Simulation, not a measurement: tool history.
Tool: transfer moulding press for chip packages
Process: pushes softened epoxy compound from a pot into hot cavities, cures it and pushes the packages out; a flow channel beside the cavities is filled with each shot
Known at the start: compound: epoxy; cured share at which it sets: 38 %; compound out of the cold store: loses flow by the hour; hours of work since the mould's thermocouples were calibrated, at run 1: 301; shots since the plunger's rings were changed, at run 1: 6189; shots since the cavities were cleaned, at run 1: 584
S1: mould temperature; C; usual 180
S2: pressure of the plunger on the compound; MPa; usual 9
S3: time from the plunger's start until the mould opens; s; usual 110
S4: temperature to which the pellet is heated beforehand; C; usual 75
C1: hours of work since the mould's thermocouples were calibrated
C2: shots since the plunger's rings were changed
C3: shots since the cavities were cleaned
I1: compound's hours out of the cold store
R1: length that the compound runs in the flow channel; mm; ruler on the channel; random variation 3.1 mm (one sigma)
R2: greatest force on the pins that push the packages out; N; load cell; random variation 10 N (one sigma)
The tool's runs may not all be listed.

run	hour	S1	S2	S3	S4	C1	C2	C3	I1	R1	R2
1	0	180	9	110	75	301	6189	584	8.8	627	495
# hour 28.9: cavities cleaned with cleaning compound and waxed
2	41.4	180	9	110	75	325	6584	123	22.1	617	490
# hour 51.7: plunger's sealing rings changed
3	65.9	180	9	110	75	338	141	342	45.3	590	483
# hour 117.1: cavities cleaned with cleaning compound and waxed
4	118.2	180	9	110	70	368	644	11	20.2	616	482
5	163.9	180	9	110	70	395	1098	465	15.5	622	495
6	196.7	185	9.27	147	72	414	1423	790	31.5	602	416
# hour 202.4: cavities cleaned with cleaning compound and waxed
7	229.3	184	9	110	75	433	1731	267	35.3	590	440
8	269.3	184	9	110	75	456	2127	663	30.7	600	455
# hour 291.2: mould's thermocouples calibrated
# hour 292.7: cavities cleaned with cleaning compound and waxed
9	306.7	177	9	97	75	8	2464	139	35.5	604	676
10	353.5	178	6.81	103	66	36	2928	603	22.5	539	588

4 ways to go on from here, each from the tool as it stands after run 10. What would each give?
# hour 378.9: cavities cleaned with cleaning compound and waxed
A	378.9	177	9	123	85	50	3165	0	39.9	?	?
# hour 378.9: cavities cleaned with cleaning compound and waxed
B	378.9	180	9	94	75	50	3165	0	15.9	?	?
# hour 378.9: cavities cleaned with cleaning compound and waxed
C	378.9	179	6.81	130	80	50	3165	0	37.5	?	?
# hour 378.9: cavities cleaned with cleaning compound and waxed
D	378.9	178	8.59	121	75	50	3165	0	31.7	?	?

run	R1	R2
A	598	462
B	623	635
C	516	429
D	593	453
Without the tool's hidden state the same runs would have given:
run	R1	R2
A	598	462
B	623	635
C	516	429
D	593	453

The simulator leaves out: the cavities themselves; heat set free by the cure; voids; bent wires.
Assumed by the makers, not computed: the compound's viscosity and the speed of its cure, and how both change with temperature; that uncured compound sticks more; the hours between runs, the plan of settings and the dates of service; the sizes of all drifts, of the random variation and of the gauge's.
